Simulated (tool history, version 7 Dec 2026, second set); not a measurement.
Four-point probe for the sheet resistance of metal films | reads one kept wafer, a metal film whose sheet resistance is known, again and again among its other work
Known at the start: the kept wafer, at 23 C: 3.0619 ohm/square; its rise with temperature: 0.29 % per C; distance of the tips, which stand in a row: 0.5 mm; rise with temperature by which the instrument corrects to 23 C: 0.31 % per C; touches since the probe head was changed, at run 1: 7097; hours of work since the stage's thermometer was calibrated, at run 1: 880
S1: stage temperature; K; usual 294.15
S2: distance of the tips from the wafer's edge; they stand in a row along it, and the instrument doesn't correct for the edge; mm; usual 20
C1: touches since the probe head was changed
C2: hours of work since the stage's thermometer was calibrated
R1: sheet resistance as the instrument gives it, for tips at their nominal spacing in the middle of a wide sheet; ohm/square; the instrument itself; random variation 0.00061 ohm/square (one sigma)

run 1 hour=0.0 | S1=294.15 S2=20 | C1=7097 C2=880 | R1=3.077181
run 2 hour=20.6 | S1=294.15 S2=20 | C1=7682 C2=889 | R1=3.076435
run 3 hour=31.4 | S1=294.15 S2=20 | C1=7988 C2=893 | R1=3.077314
run 4 hour=48.5 | S1=294.15 S2=20 | C1=8474 C2=900 | R1=3.077340
run 5 hour=59.0 | S1=294.15 S2=20 | C1=8771 C2=905 | R1=3.076784
run 6 hour=75.2 | S1=294.15 S2=20 | C1=9232 C2=911 | R1=3.076792
run 7 hour=84.0 | S1=294.15 S2=20 | C1=9480 C2=915 | R1=3.077837
run 8 hour=93.1 | S1=294.15 S2=20 | C1=9739 C2=919 | R1=3.077646
run 9 hour=102.9 | S1=294.15 S2=20 | C1=10018 C2=923 | R1=3.078491
run 10 hour=123.3 | S1=294.15 S2=20 | C1=10596 C2=932 | R1=3.077294
run 11 hour=133.3 | S1=294.15 S2=20 | C1=10879 C2=936 | R1=3.078016
run 12 hour=141.7 | S1=303.15 S2=22 | C1=11117 C2=939 | R1=3.069808
run 13 hour=152.3 | S1=306.15 S2=20 | C1=11419 C2=944 | R1=3.067999
run 14 hour=163.0 | S1=294.15 S2=6 | C1=11723 C2=948 | R1=3.088504
run 15 hour=182.7 | S1=298.15 S2=29 | C1=12282 C2=956 | R1=3.073992
run 16 hour=196.6 | S1=298.15 S2=29 | C1=12676 C2=962 | R1=3.073777
run 17 hour=209.7 | S1=298.15 S2=7 | C1=13048 C2=968 | R1=3.081795
run 18 hour=224.3 | S1=298.15 S2=7 | C1=13463 C2=974 | R1=3.082037
run 19 hour=242.7 | S1=298.15 S2=7 | C1=13984 C2=981 | R1=3.082523
run 20 hour=254.5 | S1=294.15 S2=44 | C1=14320 C2=986 | R1=3.076798
run 21 hour=270.3 | S1=296.15 S2=20 | C1=14766 C2=993 | R1=3.077545

Some steps in R1 between neighbouring runs. How much of each would the tool show without its hidden state too (settings, what came in, random variation), and how much is left for the hidden state, with any gauge scatter that isn't in both results?
The hidden state here: inner tips' distance over the nominal, %; tips' flats over new ones', %; wafer's true temperature over the reading, C; drift of the gauge itself on sheet_ohm, %.
Run 1 -> 2: no setting changed, nothing entered. R1 -0.000746 ohm/square: hidden state +0.000089, all else -0.000835.
Run 13 -> 14: S1 306.15 -> 294.15, S2 20 -> 6. R1 +0.020505 ohm/square: hidden state +0.000163, all else +0.020342.
Run 14 -> 15: S1 294.15 -> 298.15, S2 6 -> 29. R1 -0.014512 ohm/square: hidden state +0.000016, all else -0.014528.
